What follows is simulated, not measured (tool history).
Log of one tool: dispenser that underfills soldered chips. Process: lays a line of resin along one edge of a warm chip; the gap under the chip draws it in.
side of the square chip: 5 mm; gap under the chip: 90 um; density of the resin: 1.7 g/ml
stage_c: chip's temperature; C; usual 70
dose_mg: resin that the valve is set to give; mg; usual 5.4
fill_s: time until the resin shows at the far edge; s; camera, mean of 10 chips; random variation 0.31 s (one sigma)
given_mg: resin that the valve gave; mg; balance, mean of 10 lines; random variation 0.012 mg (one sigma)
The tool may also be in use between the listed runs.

run 1 hour=0 | stage_c=70 dose_mg=5.4 | fill_s=11.9 given_mg=5.36
-- hour=3 new syringe of resin
-- hour=11.4 new syringe of resin
run 2 hour=11.4 | stage_c=70 dose_mg=5.4 | fill_s=8.8 given_mg=5.35
run 3 hour=16.9 | stage_c=70 dose_mg=6.81 | fill_s=11.5 given_mg=6.74
-- hour=20 new syringe of resin
run 4 hour=26.3 | stage_c=70 dose_mg=6.81 | fill_s=11.8 given_mg=6.7
-- hour=28.5 new syringe of resin
run 5 hour=35.4 | stage_c=70 dose_mg=6.09 | fill_s=12.4 given_mg=5.95
-- hour=37.5 new syringe of resin
run 6 hour=43.2 | stage_c=70 dose_mg=6.09 | fill_s=11.9 given_mg=5.96
-- hour=46.3 new syringe of resin
-- hour=55.4 new syringe of resin
run 7 hour=55.9 | stage_c=56 dose_mg=5.4 | fill_s=15.7 given_mg=5.24
-- hour=64.3 new syringe of resin
run 8 hour=67.1 | stage_c=56 dose_mg=5.4 | fill_s=17 given_mg=5.24
-- hour=73 new syringe of resin
run 9 hour=75.6 | stage_c=70 dose_mg=6.94 | fill_s=10 given_mg=6.71
-- hour=81.9 new syringe of resin
run 10 hour=87.2 | stage_c=70 dose_mg=5.4 | fill_s=11.5 given_mg=5.2
-- hour=90.7 new syringe of resin
-- hour=95 dispensing valve cleaned and set on the balance
run 11 hour=96.7 | stage_c=70 dose_mg=5.4 | fill_s=10.6 given_mg=5.42
-- hour=100.1 new syringe of resin
-- hour=109.2 new syringe of resin
run 12 hour=109.2 | stage_c=70 dose_mg=5.4 | fill_s=9.3 given_mg=5.39
run 13 hour=117 | stage_c=70 dose_mg=5.4 | fill_s=13.1 given_mg=5.39
-- hour=117.9 new syringe of resin
-- hour=126.3 new syringe of resin
run 14 hour=128 | stage_c=70 dose_mg=5.4 | fill_s=9.7 given_mg=5.36
run 15 hour=133 | stage_c=70 dose_mg=5.2 | fill_s=12 given_mg=5.14
-- hour=134.7 new syringe of resin
run 16 hour=140.6 | stage_c=70 dose_mg=5.2 | fill_s=11.7 given_mg=5.15
-- hour=143.3 new syringe of resin
run 17 hour=146.2 | stage_c=70 dose_mg=5.4 | fill_s=9.9 given_mg=5.33

The next listed run, before its measurement:
-- hour=151.8 new syringe of resin
run 18 hour=157.9 | stage_c=70 dose_mg=5.4 | fill_s=? given_mg=?

Run 18 gave fill_s 12.2 s, given_mg 5.3 mg.
Without the tool's hidden state the same run would have given fill_s 9.3 s, given_mg 5.39 mg.

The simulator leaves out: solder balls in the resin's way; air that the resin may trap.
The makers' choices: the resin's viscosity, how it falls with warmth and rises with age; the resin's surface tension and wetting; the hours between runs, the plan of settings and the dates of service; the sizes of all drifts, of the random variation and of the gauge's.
